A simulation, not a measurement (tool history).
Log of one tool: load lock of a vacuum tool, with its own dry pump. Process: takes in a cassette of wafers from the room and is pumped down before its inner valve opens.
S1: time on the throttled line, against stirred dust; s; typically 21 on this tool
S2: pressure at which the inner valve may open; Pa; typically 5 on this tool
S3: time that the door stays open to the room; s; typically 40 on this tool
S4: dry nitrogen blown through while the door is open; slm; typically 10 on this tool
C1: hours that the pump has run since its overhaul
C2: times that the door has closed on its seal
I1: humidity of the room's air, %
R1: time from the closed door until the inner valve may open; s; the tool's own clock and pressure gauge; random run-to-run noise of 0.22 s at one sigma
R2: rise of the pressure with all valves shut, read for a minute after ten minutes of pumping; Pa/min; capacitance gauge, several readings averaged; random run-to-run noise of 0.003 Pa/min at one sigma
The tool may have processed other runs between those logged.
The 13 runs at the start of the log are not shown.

run 14 hour=1034.7 | S1=31 S2=5 S3=40 S4=10 | C1=2463 C2=38168 | I1=43.5 | R1=44.6 R2=0.045
run 15 hour=1088.1 | S1=31 S2=5 S3=40 S4=10 | C1=2517 C2=38419 | I1=43.8 | R1=44.5 R2=0.046
run 16 hour=1198.5 | S1=31 S2=5 S3=40 S4=10 | C1=2627 C2=38936 | I1=47.1 | R1=44.7 R2=0.044
run 17 hour=1261.4 | S1=31 S2=5 S3=40 S4=10 | C1=2690 C2=39231 | I1=47 | R1=44.9 R2=0.043
run 18 hour=1342 | S1=21 S2=5 S3=40 S4=6 | C1=2771 C2=39609 | I1=47 | R1=36.1 R2=0.049
run 19 hour=1434 | S1=21 S2=4 S3=117 S4=11 | C1=2863 C2=40040 | I1=46 | R1=36.6 R2=0.063
run 20 hour=1495.1 | S1=21 S2=9 S3=73 S4=10 | C1=2924 C2=40326 | I1=45.3 | R1=35 R2=0.049
run 21 hour=1591 | S1=29 S2=5 S3=40 S4=10 | C1=3020 C2=40776 | I1=46.2 | R1=43.3 R2=0.047
run 22 hour=1707.2 | S1=29 S2=5 S3=39 S4=6 | C1=3136 C2=41321 | I1=42.5 | R1=42.6 R2=0.045
run 23 hour=1816.1 | S1=29 S2=8 S3=31 S4=27 | C1=3245 C2=41831 | I1=43.4 | R1=42.3 R2=0.027
run 24 hour=1910.4 | S1=21 S2=5 S3=40 S4=10 | C1=3339 C2=42273 | I1=42.7 | R1=36.5 R2=0.042
run 25 hour=1980.6 | S1=21 S2=5 S3=40 S4=10 | C1=3409 C2=42602 | I1=42.1 | R1=36.4 R2=0.041
run 26 hour=2042 | S1=21 S2=5 S3=40 S4=10 | C1=3470 C2=42890 | I1=48.2 | R1=36.3 R2=0.045
run 27 hour=2141.9 | S1=21 S2=5 S3=40 S4=10 | C1=3570 C2=43359 | I1=47.5 | R1=36.2 R2=0.042
run 28 hour=2259 | S1=21 S2=5 S3=40 S4=10 | C1=3688 C2=43907 | I1=44.1 | R1=36.6 R2=0.039
run 29 hour=2328.2 | S1=16 S2=6 S3=52 S4=10 | C1=3757 C2=44232 | I1=44 | R1=32.1 R2=0.042
run 30 hour=2379.7 | S1=21 S2=5 S3=40 S4=15 | C1=3808 C2=44474 | I1=42.2 | R1=36.7 R2=0.035
run 31 hour=2468.3 | S1=21 S2=5 S3=100 S4=11 | C1=3897 C2=44889 | I1=43.7 | R1=36.3 R2=0.05
run 32 hour=2586.1 | S1=21 S2=9 S3=26 S4=11 | C1=4015 C2=45441 | I1=47 | R1=35.3 R2=0.039
run 33 hour=2652.5 | S1=21 S2=9 S3=26 S4=11 | C1=4081 C2=45752 | I1=43.8 | R1=35.2 R2=0.038
run 34 hour=2702.6 | S1=26 S2=9 S3=26 S4=31 | C1=4131 C2=45987 | I1=49.5 | R1=39.5 R2=0.032
run 35 hour=2752.4 | S1=26 S2=9 S3=26 S4=31 | C1=4181 C2=46221 | I1=45 | R1=39.4 R2=0.031

Run 36, settings as shown, results not yet in. Your forecast:
run 36 hour=2837.3 | S1=26 S2=9 S3=26 S4=31 | C1=4266 C2=46618 | I1=44.3 | R1=? R2=?

Logged for run 36: R1 39.4 s, R2 0.027 Pa/min.
If the tool had no hidden condition, the same run with the same run-to-run variation would have returned R1 39.4 s, R2 0.025 Pa/min.
